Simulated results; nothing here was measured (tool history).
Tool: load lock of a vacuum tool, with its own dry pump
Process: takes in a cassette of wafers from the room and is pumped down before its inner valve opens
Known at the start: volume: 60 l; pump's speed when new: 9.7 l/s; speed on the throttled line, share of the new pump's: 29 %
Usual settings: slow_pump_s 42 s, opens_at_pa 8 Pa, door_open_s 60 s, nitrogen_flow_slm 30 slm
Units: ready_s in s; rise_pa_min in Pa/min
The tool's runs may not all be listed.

| run | hour | slow_pump_s | opens_at_pa | door_open_s | nitrogen_flow_slm | incoming humidity of the room's air, % | ready_s | rise_pa_min |
|---|---|---|---|---|---|---|---|---|
| 1 | 0 | 42 | 8 | 60 | 30 | 45.2 | 94.5 | 0.706 |
| 2 | 635.7 | 42 | 8 | 60 | 30 | 44.7 | 92.4 | 0.756 |
| 3 | 1041.4 | 42 | 8 | 60 | 30 | 44.6 | 93.3 | 0.745 |
| 4 | 1438.8 | 42 | 8 | 60 | 30 | 45.1 | 94.8 | 0.77 |
| 5 | 1811.4 | 42 | 8 | 60 | 30 | 45.1 | 94.2 | 0.782 |
|  | 1948.9 | door's seal changed, seat wiped |
| 6 | 2414.9 | 42 | 8 | 60 | 12 | 43.6 | 94 | 0.047 |
| 7 | 2838.2 | 42 | 8 | 60 | 30 | 46.3 | 95 | 0.037 |
| 8 | 3523.9 | 42 | 8 | 60 | 30 | 44.5 | 94.5 | 0.042 |
| 9 | 4188 | 42 | 8 | 60 | 24 | 43.5 | 94.3 | 0.045 |
| 10 | 4862.4 | 42 | 8 | 60 | 24 | 43.7 | 96.1 | 0.057 |
| 11 | 5513.2 | 30 | 8 | 60 | 24 | 48.4 | 88.3 | 0.074 |
| 12 | 5955.1 | 42 | 8 | 37 | 30 | 45.7 | 95.5 | 0.06 |
| 13 | 6258 | 42 | 8 | 37 | 30 | 45.7 | 96.3 | 0.067 |
| 14 | 6817.6 | 42 | 8 | 29 | 30 | 43.9 | 96.4 | 0.071 |
| 15 | 7433 | 42 | 8 | 29 | 30 | 46.2 | 96 | 0.077 |
| 16 | 7751.7 | 42 | 8 | 29 | 30 | 46.7 | 97.9 | 0.075 |
| 17 | 8152.9 | 42 | 8 | 29 | 30 | 45.8 | 97.7 | 0.088 |
| 18 | 8598.8 | 42 | 8 | 91 | 14 | 46.1 | 97.5 | 0.133 |
| 19 | 9166.5 | 35 | 8 | 60 | 30 | 47.9 | 92.9 | 0.116 |
| 20 | 9510.2 | 26 | 12 | 38 | 30 | 46.6 | 84.6 | 0.114 |
| 21 | 9937.1 | 26 | 12 | 32 | 30 | 42.5 | 84.5 | 0.116 |
| 22 | 10529.9 | 42 | 8 | 60 | 33 | 45.5 | 97.8 | 0.133 |
| 23 | 10952.2 | 42 | 8 | 60 | 33 | 45.1 | 99.5 | 0.142 |
| 24 | 11272.5 | 42 | 8 | 60 | 33 | 45.7 | 99.6 | 0.146 |
| 25 | 11819 | 43 | 9 | 28 | 30 | 42.7 | 98.9 | 0.143 |
| 26 | 12284.1 | 43 | 9 | 209 | 30 | 45.1 | 98.1 | 0.203 |
| 27 | 12578.7 | 42 | 8 | 80 | 30 | 41.7 | 98.8 | 0.178 |
| 28 | 13223.8 | 42 | 15 | 28 | 30 | 41.2 | 95.5 | 0.179 |
|  | 13296 | dry pump taken out, an overhauled one fitted |
| 29 | 13864.7 | 42 | 15 | 28 | 30 | 44.9 | 86 | 0.186 |
| 30 | 14325.4 | 42 | 15 | 28 | 30 | 47.2 | 85.3 | 0.201 |
| 31 | 14630.2 | 29 | 14 | 28 | 22 | 47.1 | 75.4 | 0.211 |
| 32 | 15346.7 | 52 | 6 | 60 | 30 | 46.3 | 99.8 | 0.232 |
| 33 | 15647.7 | 34 | 10 | 32 | 30 | 43.5 | 83.3 | 0.231 |
| 34 | 16341.3 | 59 | 8 | 36 | 18 | 44.1 | 102.3 | 0.259 |

The same runs without the tool's hidden state, with the same run-to-run variation:
The hidden state here: pump's speed, % of a new pump's; leak at the door's seal, Pa l/s; drift of the gauge itself on ready_s, %; drift of the gauge itself on rise_pa_min, %.
| run | ready_s | rise_pa_min |
|---|---|---|
| 1 | 90.1 | 0.025 |
| 2 | 87.6 | 0.034 |
| 3 | 88.4 | 0.027 |
| 4 | 89.6 | 0.024 |
| 5 | 88.8 | 0.026 |
| 6 | 88.4 | 0.044 |
| 7 | 89.1 | 0.031 |
| 8 | 88.3 | 0.029 |
| 9 | 87.8 | 0.026 |
| 10 | 89.2 | 0.032 |
| 11 | 80.3 | 0.041 |
| 12 | 88.1 | 0.023 |
| 13 | 88.7 | 0.026 |
| 14 | 88.5 | 0.024 |
| 15 | 87.9 | 0.021 |
| 16 | 89.5 | 0.017 |
| 17 | 89.1 | 0.022 |
| 18 | 88.7 | 0.061 |
| 19 | 83.3 | 0.033 |
| 20 | 74.8 | 0.024 |
| 21 | 74.6 | 0.02 |
| 22 | 87.9 | 0.028 |
| 23 | 89.3 | 0.03 |
| 24 | 89.2 | 0.026 |
| 25 | 88.4 | 0.015 |
| 26 | 87.4 | 0.068 |
| 27 | 87.8 | 0.035 |
| 28 | 84.9 | 0.023 |
| 29 | 85 | 0.019 |
| 30 | 84.2 | 0.019 |
| 31 | 74 | 0.023 |
| 32 | 98.1 | 0.027 |
| 33 | 81.4 | 0.021 |
| 34 | 100.4 | 0.025 |
